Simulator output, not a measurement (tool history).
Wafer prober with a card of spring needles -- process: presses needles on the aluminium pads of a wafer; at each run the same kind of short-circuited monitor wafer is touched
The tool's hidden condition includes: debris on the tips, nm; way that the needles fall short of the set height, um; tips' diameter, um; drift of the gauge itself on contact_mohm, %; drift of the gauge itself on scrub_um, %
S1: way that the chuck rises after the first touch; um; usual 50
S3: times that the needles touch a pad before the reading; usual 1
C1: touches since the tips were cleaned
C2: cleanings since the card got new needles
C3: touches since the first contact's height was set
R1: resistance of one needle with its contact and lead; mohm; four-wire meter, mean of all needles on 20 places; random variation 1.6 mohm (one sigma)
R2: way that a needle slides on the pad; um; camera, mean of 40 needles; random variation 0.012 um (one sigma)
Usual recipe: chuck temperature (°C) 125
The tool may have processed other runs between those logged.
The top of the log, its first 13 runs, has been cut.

{"hour": 179.7, "done": "tips cleaned on abrasive film"}
{"run": 14, "hour": 180.6, "S1": 50, "chuck temperature (°C)": 125, "S3": 1, "C1": 504, "C2": 32, "C3": 147405, "R1": 161, "R2": 6.1}
{"hour": 196.2, "done": "tips cleaned on abrasive film"}
{"run": 15, "hour": 198.0, "S1": 50, "chuck temperature (°C)": 125, "S3": 1, "C1": 1016, "C2": 33, "C3": 157105, "R1": 161, "R2": 6.09}
{"run": 16, "hour": 209.3, "S1": 50, "chuck temperature (°C)": 115, "S3": 1, "C1": 7351, "C2": 33, "C3": 163440, "R1": 159, "R2": 6.1}
{"hour": 213.0, "done": "tips cleaned on abrasive film"}
{"run": 17, "hour": 227.7, "S1": 40, "chuck temperature (°C)": 28, "S3": 1, "C1": 8255, "C2": 34, "C3": 173722, "R1": 146, "R2": 4.89}
{"hour": 229.3, "done": "tips cleaned on abrasive film"}
{"run": 18, "hour": 242.7, "S1": 52, "chuck temperature (°C)": 32, "S3": 3, "C1": 7554, "C2": 35, "C3": 182081, "R1": 138, "R2": 6.36}
{"hour": 245.7, "done": "tips cleaned on abrasive film"}
{"run": 19, "hour": 255.3, "S1": 38, "chuck temperature (°C)": 53, "S3": 1, "C1": 5369, "C2": 36, "C3": 189078, "R1": 151, "R2": 4.65}
{"hour": 258.6, "done": "height of the first contact set anew"}
{"hour": 263.4, "done": "tips cleaned on abrasive film"}
{"run": 20, "hour": 265.2, "S1": 38, "chuck temperature (°C)": 53, "S3": 1, "C1": 1011, "C2": 37, "C3": 3669, "R1": 154, "R2": 4.67}
{"hour": 279.8, "done": "tips cleaned on abrasive film"}
{"run": 21, "hour": 280.1, "S1": 50, "chuck temperature (°C)": 72, "S3": 1, "C1": 188, "C2": 38, "C3": 11975, "R1": 153, "R2": 6.12}
{"run": 22, "hour": 293.0, "S1": 50, "chuck temperature (°C)": 67, "S3": 2, "C1": 7406, "C2": 38, "C3": 19193, "R1": 149, "R2": 6.12}
{"hour": 296.5, "done": "tips cleaned on abrasive film"}
{"run": 23, "hour": 306.3, "S1": 53, "chuck temperature (°C)": 29, "S3": 1, "C1": 5521, "C2": 39, "C3": 26629, "R1": 142, "R2": 6.5}
{"hour": 313.7, "done": "tips cleaned on abrasive film"}
{"run": 24, "hour": 316.7, "S1": 53, "chuck temperature (°C)": 29, "S3": 1, "C1": 1684, "C2": 40, "C3": 32395, "R1": 141, "R2": 6.51}
{"hour": 330.2, "done": "tips cleaned on abrasive film"}
{"run": 25, "hour": 336.6, "S1": 53, "chuck temperature (°C)": 95, "S3": 1, "C1": 3596, "C2": 41, "C3": 43524, "R1": 153, "R2": 6.5}
{"hour": 347.4, "done": "tips cleaned on abrasive film"}
{"run": 26, "hour": 348.5, "S1": 53, "chuck temperature (°C)": 95, "S3": 1, "C1": 593, "C2": 42, "C3": 50097, "R1": 153, "R2": 6.5}
{"run": 27, "hour": 363.2, "S1": 53, "chuck temperature (°C)": 95, "S3": 1, "C1": 8864, "C2": 42, "C3": 58368, "R1": 152, "R2": 6.48}
{"hour": 364.5, "done": "tips cleaned on abrasive film"}
{"hour": 380.7, "done": "tips cleaned on abrasive film"}
{"run": 28, "hour": 382.6, "S1": 53, "chuck temperature (°C)": 95, "S3": 2, "C1": 1024, "C2": 44, "C3": 69122, "R1": 150, "R2": 6.53}
{"run": 29, "hour": 394.3, "S1": 63, "chuck temperature (°C)": 88, "S3": 3, "C1": 7642, "C2": 44, "C3": 75740, "R1": 148, "R2": 7.73}
{"hour": 398.1, "done": "tips cleaned on abrasive film"}
{"run": 30, "hour": 403.8, "S1": 63, "chuck temperature (°C)": 88, "S3": 3, "C1": 3177, "C2": 45, "C3": 80973, "R1": 148, "R2": 7.73}
{"hour": 414.8, "done": "tips cleaned on abrasive film"}
{"run": 31, "hour": 422.9, "S1": 45, "chuck temperature (°C)": 122, "S3": 2, "C1": 4564, "C2": 46, "C3": 91681, "R1": 164, "R2": 5.54}

Consider 4 possible next runs. They are alternatives, not a sequence: every one starts from the tool as it was left by run 31. What does each give?
{"hour": 432.6, "done": "tips cleaned on abrasive film"}
{"run": "A", "hour": 442.3, "S1": 45, "chuck temperature (°C)": 41, "S3": 2, "C1": 5462, "C2": 47, "C3": 102505, "R1": "?", "R2": "?"}
{"hour": 432.6, "done": "tips cleaned on abrasive film"}
{"run": "B", "hour": 442.3, "S1": 32, "chuck temperature (°C)": 106, "S3": 1, "C1": 5462, "C2": 47, "C3": 102505, "R1": "?", "R2": "?"}
{"hour": 432.6, "done": "tips cleaned on abrasive film"}
{"run": "C", "hour": 442.3, "S1": 45, "chuck temperature (°C)": 124, "S3": 2, "C1": 5462, "C2": 47, "C3": 102505, "R1": "?", "R2": "?"}
{"hour": 432.6, "done": "tips cleaned on abrasive film"}
{"run": "D", "hour": 442.3, "S1": 48, "chuck temperature (°C)": 45, "S3": 1, "C1": 5462, "C2": 47, "C3": 102505, "R1": "?", "R2": "?"}

run=A R1=148 R2=5.54
run=B R1=172 R2=3.95
run=C R1=159 R2=5.53
run=D R1=146 R2=5.9
Had the tool no hidden state, the same runs would have come out as:
run=A R1=147 R2=5.45
run=B R1=171 R2=3.89
run=C R1=159 R2=5.44
run=D R1=145 R2=5.8
